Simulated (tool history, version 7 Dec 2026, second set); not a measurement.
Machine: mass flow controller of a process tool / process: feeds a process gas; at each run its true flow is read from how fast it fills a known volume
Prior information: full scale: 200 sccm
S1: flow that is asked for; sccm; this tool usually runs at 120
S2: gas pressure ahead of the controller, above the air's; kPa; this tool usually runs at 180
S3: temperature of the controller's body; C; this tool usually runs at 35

run 1 day=0.000 | S1=120 S2=180 S3=35 | true_flow_(%)=99.86
run 2 day=4.121 | S1=120 S2=180 S3=35 | true_flow_(%)=99.75
run 3 day=7.683 | S1=120 S2=180 S3=35 | true_flow_(%)=99.87
run 4 day=14.392 | S1=120 S2=234 S3=35 | true_flow_(%)=99.55
run 5 day=17.379 | S1=120 S2=234 S3=35 | true_flow_(%)=99.56
run 6 day=21.525 | S1=120 S2=234 S3=35 | true_flow_(%)=99.58
run 7 day=25.850 | S1=120 S2=234 S3=35 | true_flow_(%)=99.50
run 8 day=31.162 | S1=20 S2=180 S3=35 | true_flow_(%)=96.09
run 9 day=35.754 | S1=121 S2=180 S3=35 | true_flow_(%)=99.56
run 10 day=42.212 | S1=121 S2=180 S3=35 | true_flow_(%)=99.61
run 11 day=48.688 | S1=121 S2=180 S3=35 | true_flow_(%)=99.46
run 12 day=54.538 | S1=121 S2=180 S3=35 | true_flow_(%)=99.62
run 13 day=58.258 | S1=120 S2=158 S3=35 | true_flow_(%)=99.62
run 14 day=63.788 | S1=66 S2=180 S3=35 | true_flow_(%)=98.68
run 15 day=69.175 | S1=66 S2=180 S3=35 | true_flow_(%)=98.65
run 16 day=73.250 | S1=66 S2=180 S3=35 | true_flow_(%)=98.60
run 17 day=78.517 | S1=66 S2=180 S3=35 | true_flow_(%)=98.58
run 18 day=84.867 | S1=66 S2=180 S3=35 | true_flow_(%)=98.52
run 19 day=91.704 | S1=66 S2=180 S3=35 | true_flow_(%)=98.41
run 20 day=98.804 | S1=66 S2=180 S3=35 | true_flow_(%)=98.41
run 21 day=104.362 | S1=66 S2=180 S3=35 | true_flow_(%)=98.45
run 22 day=108.283 | S1=178 S2=252 S3=22 | true_flow_(%)=98.39
run 23 day=114.854 | S1=38 S2=150 S3=40 | true_flow_(%)=97.60
run 24 day=120.504 | S1=38 S2=150 S3=40 | true_flow_(%)=97.56
run 25 day=127.225 | S1=38 S2=150 S3=40 | true_flow_(%)=97.63
run 26 day=130.700 | S1=38 S2=150 S3=40 | true_flow_(%)=97.60
run 27 day=136.754 | S1=38 S2=150 S3=40 | true_flow_(%)=97.48
run 28 day=141.154 | S1=38 S2=189 S3=40 | true_flow_(%)=97.41
run 29 day=146.308 | S1=38 S2=189 S3=40 | true_flow_(%)=97.36
run 30 day=152.729 | S1=38 S2=189 S3=40 | true_flow_(%)=97.29
run 31 day=159.962 | S1=35 S2=194 S3=40 | true_flow_(%)=96.82
run 32 day=164.138 | S1=120 S2=164 S3=40 | true_flow_(%)=99.87
run 33 day=169.742 | S1=52 S2=257 S3=40 | true_flow_(%)=97.77
run 34 day=173.167 | S1=120 S2=250 S3=40 | true_flow_(%)=99.43
run 35 day=177.838 | S1=120 S2=180 S3=23 | true_flow_(%)=97.77
run 36 day=182.792 | S1=64 S2=206 S3=22 | true_flow_(%)=96.33
run 37 day=188.079 | S1=64 S2=206 S3=22 | true_flow_(%)=96.27
run 38 day=193.075 | S1=140 S2=204 S3=22 | true_flow_(%)=97.71
run 39 day=198.208 | S1=140 S2=204 S3=22 | true_flow_(%)=97.80

Branching from run 39: 4 alternative next runs. What would each branch give?
run A day=204.171 | S1=42 S2=268 S3=27 | true_flow_(%)=?
run B day=204.171 | S1=120 S2=223 S3=35 | true_flow_(%)=?
run C day=204.171 | S1=140 S2=204 S3=35 | true_flow_(%)=?
run D day=204.171 | S1=25 S2=274 S3=21 | true_flow_(%)=?

run=A true_flow_(%)=95.47
run=B true_flow_(%)=98.84
run=C true_flow_(%)=99.12
run=D true_flow_(%)=92.71
Stripped of hidden state, with their random variation kept, the same runs would have yielded:
run=A true_flow_(%)=98.99
run=B true_flow_(%)=100.45
run=C true_flow_(%)=100.58
run=D true_flow_(%)=98.24
